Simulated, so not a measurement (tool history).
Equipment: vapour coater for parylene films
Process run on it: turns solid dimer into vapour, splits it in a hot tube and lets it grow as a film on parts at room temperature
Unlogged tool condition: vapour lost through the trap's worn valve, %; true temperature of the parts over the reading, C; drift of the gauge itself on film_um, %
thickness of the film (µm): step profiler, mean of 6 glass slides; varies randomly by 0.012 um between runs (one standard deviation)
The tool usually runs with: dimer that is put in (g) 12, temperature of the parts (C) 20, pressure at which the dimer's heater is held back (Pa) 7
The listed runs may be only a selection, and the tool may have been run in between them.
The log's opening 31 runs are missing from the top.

run,day,dimer that is put in (g),temperature of the parts (C),pressure at which the dimer's heater is held back (Pa),hours of work since the trap's valve was overhauled,hours of work since the table's thermometer was calibrated,thickness of the film (µm)
# day 38.412: trap's valve overhauled
32,39.429,16,31,7,10,552,5.47
33,40.658,16,31,7,23,565,5.48
34,42.471,12,20,3.03,41,583,5.64
35,44.246,6,20,7,58,601,2.66
36,45.492,13,12,3.74,71,613,7.32
37,46.488,13,12,3.74,81,623,7.31
38,47.9,15,22,7,95,637,6.35
39,48.942,12,22,7,105,648,5.09
40,49.8,12,22,7,114,656,5.09
41,51.058,16,22,7,127,669,6.76
42,52.146,5,20,7,138,680,2.22
43,53.654,5,23,5.96,153,695,2.08
44,55.142,9,13,2.75,168,710,5
45,56.279,8,20,6.08,179,721,3.57
46,57.804,8,20,6.08,194,736,3.56

Below are 3 alternative next runs, each starting from the tool's condition after run 46. Predict each:
A,59.367,19,27,5.84,210,752,?
B,59.367,16,30,7,210,752,?
C,59.367,18,13,5.14,210,752,?

run,thickness of the film (µm)
A,7.13
B,5.53
C,9.62
Without the tool's hidden state the same runs would have given:
run,thickness of the film (µm)
A,7.24
B,5.62
C,9.77
